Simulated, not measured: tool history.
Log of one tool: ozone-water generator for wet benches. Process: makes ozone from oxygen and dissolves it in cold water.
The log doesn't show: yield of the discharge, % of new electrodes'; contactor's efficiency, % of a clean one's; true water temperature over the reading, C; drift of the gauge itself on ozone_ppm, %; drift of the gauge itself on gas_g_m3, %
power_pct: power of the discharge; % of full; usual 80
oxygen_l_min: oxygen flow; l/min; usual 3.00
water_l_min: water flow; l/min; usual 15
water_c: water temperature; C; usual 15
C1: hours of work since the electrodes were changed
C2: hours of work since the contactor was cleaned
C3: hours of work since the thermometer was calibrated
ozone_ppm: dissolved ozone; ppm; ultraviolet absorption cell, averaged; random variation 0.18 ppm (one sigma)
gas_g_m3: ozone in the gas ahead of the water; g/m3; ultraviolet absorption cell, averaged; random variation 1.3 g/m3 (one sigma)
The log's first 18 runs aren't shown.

At day 83.538: water thermometer calibrated.
Run 19, day 88.483: usual settings but oxygen_l_min 2.24 l/min, water_c 12 C; C1 2331; C2 2283; C3 76. Result: ozone_ppm 22.7 ppm, gas_g_m3 262.2 g/m3.
Run 20, day 91.888: usual settings but oxygen_l_min 2.24 l/min, water_c 12 C; C1 2383; C2 2335; C3 129. Result: ozone_ppm 22.9 ppm, gas_g_m3 262.9 g/m3.
Run 21, day 96.242: usual settings but oxygen_l_min 3.90 l/min, water_c 14 C; C1 2451; C2 2403; C3 196. Result: ozone_ppm 22.8 ppm, gas_g_m3 187.5 g/m3.
Run 22, day 99.229: usual settings but oxygen_l_min 3.90 l/min, water_c 20 C; C1 2497; C2 2449; C3 242. Result: ozone_ppm 20.7 ppm, gas_g_m3 187.1 g/m3.
Run 23, day 102.938: usual settings but oxygen_l_min 3.90 l/min, water_c 20 C; C1 2554; C2 2506; C3 299. Result: ozone_ppm 21.1 ppm, gas_g_m3 187.2 g/m3.
Run 24, day 108.600: usual settings but power_pct 62 % of full, oxygen_l_min 1.79 l/min, water_c 20 C; C1 2641; C2 2593; C3 387. Result: ozone_ppm 18.0 ppm, gas_g_m3 262.1 g/m3.
Run 25, day 112.392: usual settings but power_pct 62 % of full, oxygen_l_min 1.79 l/min, water_c 20 C; C1 2700; C2 2652; C3 445. Result: ozone_ppm 17.9 ppm, gas_g_m3 262.2 g/m3.
Run 26, day 116.025: usual settings but power_pct 62 % of full, oxygen_l_min 1.79 l/min, water_c 20 C; C1 2756; C2 2708; C3 502. Result: ozone_ppm 17.9 ppm, gas_g_m3 260.6 g/m3.
Run 27, day 120.975: usual settings but water_l_min 10 l/min; C1 2833; C2 2785; C3 578. Result: ozone_ppm 30.8 ppm, gas_g_m3 219.9 g/m3.
Run 28, day 126.767: usual settings but power_pct 57 % of full, oxygen_l_min 2.51 l/min, water_l_min 13 l/min, water_c 9 C; C1 2922; C2 2874; C3 667. Result: ozone_ppm 22.3 ppm, gas_g_m3 201.7 g/m3.
Run 29, day 132.242: usual settings but power_pct 89 % of full, oxygen_l_min 3.82 l/min, water_l_min 13 l/min, water_c 9 C; C1 3006; C2 2958; C3 752. Result: ozone_ppm 28.8 ppm, gas_g_m3 198.4 g/m3.
Run 30, day 136.429: usual settings but power_pct 76 % of full, water_l_min 23 l/min, water_c 17 C; C1 3071; C2 3023; C3 816. Result: ozone_ppm 13.5 ppm, gas_g_m3 212.7 g/m3.
Run 31, day 140.617: usual settings but oxygen_l_min 2.85 l/min; C1 3136; C2 3088; C3 881. Result: ozone_ppm 21.9 ppm, gas_g_m3 222.6 g/m3.

Forecast each of these 3 alternatives for the next run:
Run A, day 146.779: usual settings but power_pct 54 % of full, oxygen_l_min 3.31 l/min; C1 3231; C2 3183; C3 976. Result: ozone_ppm ?, gas_g_m3 ?.
Run B, day 146.779: usual settings but power_pct 49 % of full; C1 3231; C2 3183; C3 976. Result: ozone_ppm ?, gas_g_m3 ?.
Run C, day 146.779: usual settings but oxygen_l_min 5.27 l/min, water_l_min 11 l/min, water_c 16 C; C1 3231; C2 3183; C3 976. Result: ozone_ppm ?, gas_g_m3 ?.

run  ozone_ppm  gas_g_m3
  A       17.7     163.7
  B       16.6     166.7
  C       26.0     152.7
Without the tool's hidden state the same runs would have given:
run  ozone_ppm  gas_g_m3
  A       19.5     172.2
  B       18.3     174.8
  C       28.8     162.7
